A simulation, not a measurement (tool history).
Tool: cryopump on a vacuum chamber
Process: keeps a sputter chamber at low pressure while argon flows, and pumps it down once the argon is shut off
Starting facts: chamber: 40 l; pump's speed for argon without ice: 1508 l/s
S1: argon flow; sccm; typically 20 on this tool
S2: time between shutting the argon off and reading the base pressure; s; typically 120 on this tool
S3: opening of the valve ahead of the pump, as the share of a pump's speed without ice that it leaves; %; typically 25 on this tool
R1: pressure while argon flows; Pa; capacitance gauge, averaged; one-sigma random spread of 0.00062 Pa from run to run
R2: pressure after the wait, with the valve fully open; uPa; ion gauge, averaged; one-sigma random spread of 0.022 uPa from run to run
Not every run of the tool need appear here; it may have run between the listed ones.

run 1 hour=0 | S1=20 S2=120 S3=25 | R1=0.0921 R2=2.27
run 2 hour=11.5 | S1=20 S2=120 S3=25 | R1=0.0921 R2=2.32
run 3 hour=19.8 | S1=20 S2=120 S3=25 | R1=0.0907 R2=2.29
run 4 hour=33.4 | S1=20 S2=120 S3=25 | R1=0.0921 R2=2.34
run 5 hour=44.3 | S1=20 S2=120 S3=25 | R1=0.0918 R2=2.36
run 6 hour=61.2 | S1=20 S2=120 S3=25 | R1=0.0914 R2=2.32
run 7 hour=79.2 | S1=20 S2=120 S3=25 | R1=0.0909 R2=2.36
run 8 hour=94.4 | S1=13 S2=120 S3=25 | R1=0.0602 R2=2.34
run 9 hour=112.5 | S1=13 S2=120 S3=25 | R1=0.0597 R2=2.42
run 10 hour=132 | S1=13 S2=120 S3=25 | R1=0.0605 R2=2.43
run 11 hour=142 | S1=13 S2=120 S3=25 | R1=0.0609 R2=2.4
run 12 hour=159.8 | S1=13 S2=120 S3=25 | R1=0.0603 R2=2.49
run 13 hour=173.6 | S1=15 S2=135 S3=53 | R1=0.0341 R2=2.37
run 14 hour=187.5 | S1=13 S2=120 S3=25 | R1=0.0601 R2=2.49
run 15 hour=201.6 | S1=10 S2=120 S3=23 | R1=0.0503 R2=2.48
run 16 hour=219.6 | S1=28 S2=280 S3=31 | R1=0.1057 R2=2.23
run 17 hour=234.6 | S1=20 S2=76 S3=17 | R1=0.1364 R2=2.79
run 18 hour=250.1 | S1=10 S2=82 S3=53 | R1=0.0228 R2=2.79
run 19 hour=264.1 | S1=34 S2=120 S3=21 | R1=0.1901 R2=2.48
run 20 hour=275.1 | S1=34 S2=120 S3=20 | R1=0.1979 R2=2.49
run 21 hour=287.8 | S1=34 S2=120 S3=20 | R1=0.1973 R2=2.52
run 22 hour=304.7 | S1=15 S2=120 S3=25 | R1=0.0707 R2=2.58
run 23 hour=321.8 | S1=15 S2=120 S3=25 | R1=0.0702 R2=2.52
run 24 hour=341.6 | S1=15 S2=120 S3=25 | R1=0.0701 R2=2.62

Each row is a separate what-if for the run after 24, all from the same tool condition, not one after another. Results?
run A hour=353.1 | S1=20 S2=89 S3=37 | R1=? R2=?
run B hour=353.1 | S1=22 S2=22 S3=22 | R1=? R2=?
run C hour=353.1 | S1=20 S2=99 S3=16 | R1=? R2=?
run D hour=353.1 | S1=9 S2=120 S3=15 | R1=? R2=?

run=A R1=0.0661 R2=2.82
run=B R1=0.1162 R2=4.53
run=C R1=0.1453 R2=2.71
run=D R1=0.0686 R2=2.66
Stripped of hidden state, with their random variation kept, the same runs would have yielded:
run=A R1=0.0618 R2=0.79
run=B R1=0.1116 R2=2.5
run=C R1=0.141 R2=0.67
run=D R1=0.0667 R2=0.62

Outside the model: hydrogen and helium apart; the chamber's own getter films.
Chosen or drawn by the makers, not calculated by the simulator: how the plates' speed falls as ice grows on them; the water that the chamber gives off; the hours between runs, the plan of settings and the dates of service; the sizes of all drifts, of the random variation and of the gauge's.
